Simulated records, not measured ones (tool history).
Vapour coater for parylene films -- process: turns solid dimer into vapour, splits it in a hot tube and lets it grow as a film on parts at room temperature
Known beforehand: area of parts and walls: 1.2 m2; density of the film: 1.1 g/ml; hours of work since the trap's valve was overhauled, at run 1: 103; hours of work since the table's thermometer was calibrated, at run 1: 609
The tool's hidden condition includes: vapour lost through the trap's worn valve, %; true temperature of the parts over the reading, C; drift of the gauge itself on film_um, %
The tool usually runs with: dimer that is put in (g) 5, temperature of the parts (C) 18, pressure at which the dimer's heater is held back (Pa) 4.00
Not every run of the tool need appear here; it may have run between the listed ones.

| run | hour | dimer that is put in (g) | temperature of the parts (C) | pressure at which the dimer's heater is held back (Pa) | hours of work since the trap's valve was overhauled | hours of work since the table's thermometer was calibrated | thickness of the film (µm) |
|---|---|---|---|---|---|---|---|
| 1 | 0.0 | 5 | 18 | 4.00 | 103 | 609 | 2.52 |
| 2 | 20.1 | 4 | 18 | 4.00 | 121 | 626 | 2.02 |
| 3 | 32.8 | 4 | 18 | 4.00 | 132 | 637 | 2.01 |
| 4 | 45.9 | 5 | 18 | 4.00 | 143 | 649 | 2.50 |
| 5 | 57.8 | 5 | 18 | 4.00 | 153 | 659 | 2.51 |
| 6 | 71.6 | 5 | 18 | 4.00 | 165 | 671 | 2.52 |
| 7 | 90.0 | 5 | 18 | 4.00 | 181 | 687 | 2.51 |
| 8 | 100.5 | 5 | 18 | 4.00 | 190 | 696 | 2.51 |
| 9 | 119.0 | 5 | 18 | 4.00 | 206 | 712 | 2.49 |
| 10 | 132.1 | 5 | 18 | 4.00 | 218 | 723 | 2.51 |
| 11 | 140.9 | 5 | 18 | 4.00 | 225 | 731 | 2.49 |
| 12 | 160.5 | 5 | 18 | 4.00 | 242 | 748 | 2.51 |
| 13 | 181.3 | 5 | 18 | 4.00 | 260 | 766 | 2.51 |
| 14 | 191.4 | 5 | 19 | 4.00 | 269 | 774 | 2.38 |
|  | 196.3 | trap's valve overhauled |
| 15 | 216.6 | 5 | 19 | 4.00 | 18 | 793 | 2.34 |
| 16 | 228.6 | 8 | 25 | 2.27 | 28 | 803 | 3.06 |
| 17 | 244.5 | 8 | 25 | 2.27 | 42 | 817 | 3.07 |
| 18 | 261.2 | 5 | 23 | 4.00 | 56 | 831 | 1.98 |
| 19 | 280.6 | 5 | 12 | 6.51 | 73 | 848 | 3.01 |
|  | 287.9 | trap's valve overhauled, once more |
| 20 | 304.9 | 5 | 18 | 7.06 | 15 | 866 | 2.39 |
| 21 | 319.9 | 5 | 29 | 2.20 | 28 | 879 | 1.69 |
| 22 | 334.9 | 5 | 29 | 2.20 | 41 | 892 | 1.69 |
| 23 | 344.8 | 6 | 29 | 11.13 | 49 | 900 | 1.68 |
| 24 | 354.9 | 5 | 18 | 4.20 | 58 | 909 | 2.52 |
| 25 | 370.1 | 3 | 13 | 11.31 | 71 | 922 | 1.69 |
| 26 | 385.7 | 3 | 13 | 11.31 | 85 | 936 | 1.69 |
| 27 | 397.9 | 3 | 13 | 11.31 | 95 | 946 | 1.68 |
| 28 | 415.7 | 2 | 15 | 7.38 | 111 | 962 | 1.08 |
| 29 | 432.1 | 2 | 11 | 9.52 | 125 | 976 | 1.24 |
| 30 | 443.8 | 5 | 18 | 11.08 | 135 | 986 | 2.26 |

Predict each of these 4 candidate next runs independently; none follows another, all start after run 30:
| A | 455.6 | 2 | 18 | 3.62 | 145 | 996 | ? |
| B | 455.6 | 6 | 10 | 4.00 | 145 | 996 | ? |
| C | 455.6 | 5 | 21 | 11.08 | 145 | 996 | ? |
| D | 455.6 | 3 | 10 | 4.40 | 145 | 996 | ? |

| run | thickness of the film (µm) |
|---|---|
| A | 1.02 |
| B | 4.28 |
| C | 1.97 |
| D | 2.11 |
Stripped of hidden state, with their random variation kept, the same runs would have yielded:
| run | thickness of the film (µm) |
|---|---|
| A | 1.02 |
| B | 4.27 |
| C | 1.97 |
| D | 2.11 |

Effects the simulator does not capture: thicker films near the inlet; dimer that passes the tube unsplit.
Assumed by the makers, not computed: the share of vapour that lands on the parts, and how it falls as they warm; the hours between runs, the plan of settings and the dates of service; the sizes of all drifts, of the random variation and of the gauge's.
